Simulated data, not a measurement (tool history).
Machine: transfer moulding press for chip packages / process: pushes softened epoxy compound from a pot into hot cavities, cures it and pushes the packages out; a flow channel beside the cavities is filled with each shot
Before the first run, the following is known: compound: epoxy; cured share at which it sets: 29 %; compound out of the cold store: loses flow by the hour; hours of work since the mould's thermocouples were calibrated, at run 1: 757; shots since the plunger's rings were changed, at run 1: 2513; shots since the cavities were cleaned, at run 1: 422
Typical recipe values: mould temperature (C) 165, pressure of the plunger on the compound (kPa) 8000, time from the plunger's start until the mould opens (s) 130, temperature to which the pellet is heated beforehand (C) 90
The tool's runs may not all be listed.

run   hour  mould temperature (C)  pressure of the plunger on the compound (kPa)  time from the plunger's start until the mould opens (s)  temperature to which the pellet is heated beforehand (C)  hours of work since the mould's thermocouples were calibrated  shots since the plunger's rings were changed  shots since the cavities were cleaned  incoming compound's hours out of the cold store  length that the compound runs in the flow channel (mm)  greatest force on the pins that push the packages out (N)
  1      0                    165                                           8000                                                      130                                                        90                                                            757                                          2513                                    422                                               28                                                     639                                                        422
      11.9  -- mould's thermocouples calibrated
  2   30.6                    165                                           8000                                                      130                                                        90                                                             13                                          2810                                    719                                             28.1                                                     632                                                        505
      53.2  -- cavities cleaned with cleaning compound and waxed
  3   59.4                    165                                           8000                                                      130                                                        90                                                             32                                          3094                                     64                                             15.6                                                     655                                                        364
  4   84.2                    165                                           8000                                                      130                                                        90                                                             49                                          3351                                    321                                             17.5                                                     650                                                        419
  5    111                    165                                           8000                                                      130                                                        90                                                             68                                          3630                                    600                                             33.5                                                     610                                                        461
  6  140.1                    165                                           8000                                                      130                                                        90                                                             88                                          3933                                    903                                             33.7                                                     605                                                        494
     144.3  -- cavities cleaned with cleaning compound and waxed
  7    169                    165                                           8000                                                      130                                                        87                                                            107                                          4218                                    257                                             27.5                                                     620                                                        400
  8  185.6                    165                                           9820                                                      130                                                        90                                                            118                                          4391                                    430                                             45.2                                                     645                                                        413
  9    201                    160                                           9820                                                      130                                                        95                                                            129                                          4551                                    590                                             38.2                                                     667                                                        609
 10  219.6                    160                                           9820                                                      130                                                        95                                                            142                                          4744                                    783                                             12.9                                                     731                                                        697
 11  231.9                    159                                           9820                                                      130                                                        87                                                            150                                          4872                                    911                                             27.5                                                     684                                                        760
     236.1  -- cavities cleaned with cleaning compound and waxed
 12  255.8                    159                                           7310                                                      147                                                        87                                                            166                                          5105                                    205                                             43.3                                                     570                                                        417

For run 13, what comes out?
 13  276.6                    159                                           7310                                                      147                                                        87                                                            180                                          5321                                    421                                             37.4                                                       ?                                                          ?

For run 13 the tool returned length that the compound runs in the flow channel (mm) 562, greatest force on the pins that push the packages out (N) 517.
Were there no unlogged condition in the tool, this run, its random variation unchanged, would have produced length that the compound runs in the flow channel (mm) 632, greatest force on the pins that push the packages out (N) 390.

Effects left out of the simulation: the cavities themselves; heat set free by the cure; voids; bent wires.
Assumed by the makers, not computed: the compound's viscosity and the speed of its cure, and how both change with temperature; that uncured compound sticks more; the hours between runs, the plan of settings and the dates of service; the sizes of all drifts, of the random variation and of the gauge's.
